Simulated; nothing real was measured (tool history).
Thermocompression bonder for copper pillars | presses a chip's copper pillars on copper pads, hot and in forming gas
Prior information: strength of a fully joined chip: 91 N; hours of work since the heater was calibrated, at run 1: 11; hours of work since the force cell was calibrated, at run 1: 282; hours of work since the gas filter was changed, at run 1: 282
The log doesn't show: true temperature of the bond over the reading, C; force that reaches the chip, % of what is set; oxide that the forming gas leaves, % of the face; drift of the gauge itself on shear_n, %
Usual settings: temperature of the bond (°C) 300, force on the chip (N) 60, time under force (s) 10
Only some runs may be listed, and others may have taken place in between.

| run | hour | temperature of the bond (°C) | force on the chip (N) | time under force (s) | hours of work since the heater was calibrated | hours of work since the force cell was calibrated | hours of work since the gas filter was changed | force that shears a chip off (N) |
|---|---|---|---|---|---|---|---|---|
| 1 | 0 | 300 | 60 | 10 | 11 | 282 | 282 | 32.9 |
| 2 | 9.1 | 300 | 60 | 10 | 17 | 287 | 287 | 32.7 |
| 3 | 28.3 | 300 | 60 | 25 | 28 | 299 | 299 | 45.9 |
| 4 | 39.5 | 300 | 60 | 25 | 34 | 305 | 305 | 45.6 |
| 5 | 49.8 | 300 | 60 | 16 | 41 | 311 | 311 | 39.1 |
| 6 | 62.8 | 300 | 60 | 16 | 48 | 319 | 319 | 39.1 |
|  | 65.9 | force cell calibrated |
| 7 | 81.2 | 300 | 60 | 16 | 58 | 9 | 329 | 38.2 |
| 8 | 92.6 | 300 | 65 | 10 | 65 | 16 | 335 | 35.4 |
| 9 | 105 | 300 | 60 | 6 | 72 | 23 | 343 | 25.8 |
|  | 123.8 | forming gas filter changed |
| 10 | 123.8 | 300 | 60 | 6 | 83 | 34 | 0 | 26.8 |
| 11 | 143 | 300 | 58 | 10 | 94 | 45 | 11 | 31.2 |
| 12 | 153.4 | 300 | 38 | 18 | 100 | 51 | 17 | 24.7 |
| 13 | 165.7 | 300 | 60 | 24 | 107 | 58 | 25 | 45 |
|  | 181.2 | force cell calibrated, once more |
| 14 | 185.8 | 300 | 43 | 5 | 118 | 3 | 35 | 17.6 |
| 15 | 200.9 | 322 | 49 | 24 | 127 | 11 | 44 | 47.6 |
| 16 | 216.7 | 273 | 87 | 13 | 136 | 21 | 53 | 41.8 |

What if the next run were any one of these 3? Each begins from the tool's condition after run 16:
| A | 230.2 | 300 | 41 | 10 | 144 | 29 | 61 | ? |
| B | 230.2 | 284 | 63 | 21 | 144 | 29 | 61 | ? |
| C | 230.2 | 288 | 55 | 6 | 144 | 29 | 61 | ? |

| run | force that shears a chip off (N) |
|---|---|
| A | 22.5 |
| B | 40.7 |
| C | 21.8 |
What these runs would have given with no unlogged condition in the tool:
| run | force that shears a chip off (N) |
|---|---|
| A | 22.9 |
| B | 41.5 |
| C | 22.3 |
